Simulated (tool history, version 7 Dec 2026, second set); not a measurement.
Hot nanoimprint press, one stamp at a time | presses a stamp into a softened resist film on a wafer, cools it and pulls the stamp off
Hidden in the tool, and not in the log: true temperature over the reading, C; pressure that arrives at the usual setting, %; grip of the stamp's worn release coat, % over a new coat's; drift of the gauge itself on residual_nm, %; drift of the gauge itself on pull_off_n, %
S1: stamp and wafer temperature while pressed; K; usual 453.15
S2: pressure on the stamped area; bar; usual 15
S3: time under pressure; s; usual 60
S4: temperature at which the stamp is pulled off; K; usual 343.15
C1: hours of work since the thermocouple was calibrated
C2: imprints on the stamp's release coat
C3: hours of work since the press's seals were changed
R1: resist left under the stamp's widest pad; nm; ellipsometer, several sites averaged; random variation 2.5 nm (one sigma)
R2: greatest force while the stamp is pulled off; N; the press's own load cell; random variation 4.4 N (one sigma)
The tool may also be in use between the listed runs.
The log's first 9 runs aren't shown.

Run 10, day 8.217: usual settings but S2 13 bar; C1 195; C2 1396; C3 375. Result: R1 411.4 nm, R2 276 N.
Run 11, day 9.121: usual settings but S2 13 bar; C1 208; C2 1441; C3 388. Result: R1 406.4 nm, R2 280 N.
Run 12, day 10.408: usual settings but S2 12.9 bar; C1 227; C2 1505; C3 406. Result: R1 413.5 nm, R2 284 N.
At day 11.112: stamp cleaned and given a new release coat.
Run 13, day 11.708: usual settings; C1 242; C2 30; C3 421. Result: R1 389.3 nm, R2 220 N.
Run 14, day 12.583: usual settings; C1 254; C2 74; C3 434. Result: R1 387.9 nm, R2 214 N.
Run 15, day 13.858: usual settings; C1 273; C2 137; C3 452. Result: R1 386.6 nm, R2 216 N.
At day 14.05: plate thermocouple calibrated.
Run 16, day 15.246: usual settings; C1 17; C2 200; C3 470. Result: R1 381.8 nm, R2 217 N.
Run 17, day 15.929: usual settings; C1 27; C2 234; C3 480. Result: R1 374.9 nm, R2 224 N.
Run 18, day 16.971: usual settings but S3 59 s; C1 42; C2 286; C3 495. Result: R1 381.8 nm, R2 232 N.
Run 19, day 18.133: usual settings but S1 463.15 K, S2 9.5 bar, S3 52 s; C1 58; C2 344; C3 511. Result: R1 348.7 nm, R2 233 N.
At day 19.429: plate thermocouple calibrated, once more.
Run 20, day 19.6: usual settings but S1 459.15 K, S2 15.1 bar, S3 35 s; C1 2; C2 411; C3 531. Result: R1 408.9 nm, R2 236 N.
Run 21, day 20.162: usual settings but S1 459.15 K, S2 9.5 bar, S3 112 s, S4 330.15 K; C1 11; C2 439; C3 539. Result: R1 324 nm, R2 270 N.
Run 22, day 21.042: usual settings but S1 459.15 K, S2 16.1 bar, S3 112 s, S4 330.15 K; C1 23; C2 483; C3 551. Result: R1 251.8 nm, R2 275 N.
Run 23, day 22.204: usual settings but S1 459.15 K, S2 16.1 bar, S3 112 s, S4 330.15 K; C1 40; C2 541; C3 568. Result: R1 253.7 nm, R2 277 N.
Run 24, day 23.071: usual settings but S1 459.15 K, S2 16.1 bar, S3 112 s, S4 330.15 K; C1 52; C2 584; C3 580. Result: R1 253.5 nm, R2 276 N.
Run 25, day 23.871: usual settings but S1 459.15 K, S2 23.4 bar, S3 114 s, S4 330.15 K; C1 64; C2 624; C3 592. Result: R1 209.6 nm, R2 279 N.
Run 26, day 24.783: usual settings but S2 13.8 bar, S3 53 s; C1 77; C2 669; C3 605. Result: R1 433.8 nm, R2 245 N.
Run 27, day 25.958: usual settings but S2 20.9 bar, S3 100 s; C1 93; C2 728; C3 622. Result: R1 294 nm, R2 247 N.
Run 28, day 26.838: usual settings but S2 20.9 bar, S3 100 s; C1 106; C2 772; C3 634. Result: R1 292.1 nm, R2 245 N.
Run 29, day 27.483: usual settings but S2 20.9 bar, S3 100 s; C1 115; C2 804; C3 644. Result: R1 295.2 nm, R2 255 N.
Run 30, day 28.183: usual settings but S1 456.15 K, S2 22.6 bar; C1 125; C2 838; C3 653. Result: R1 309.7 nm, R2 255 N.

Forecast each of these 4 alternatives for the next run:
Run A, day 28.929: usual settings but S2 15.4 bar, S3 109 s, S4 349.15 K; C1 136; C2 876; C3 664. Result: R1 ?, R2 ?.
Run B, day 28.929: usual settings but S4 339.15 K; C1 136; C2 876; C3 664. Result: R1 ?, R2 ?.
Run C, day 28.929: usual settings but S1 446.15 K, S2 14.2 bar, S3 102 s; C1 136; C2 876; C3 664. Result: R1 ?, R2 ?.
Run D, day 28.929: usual settings but S1 443.15 K, S2 23.7 bar, S3 68 s; C1 136; C2 876; C3 664. Result: R1 ?, R2 ?.

run     R1   R2
  A  321.5  245
  B  403.8  266
  C  432.5  265
  D  460.1  252
Without the tool's hidden state the same runs would have given:
run     R1   R2
  A  321.1  203
  B  403.6  221
  C    433  221
  D  457.8  210
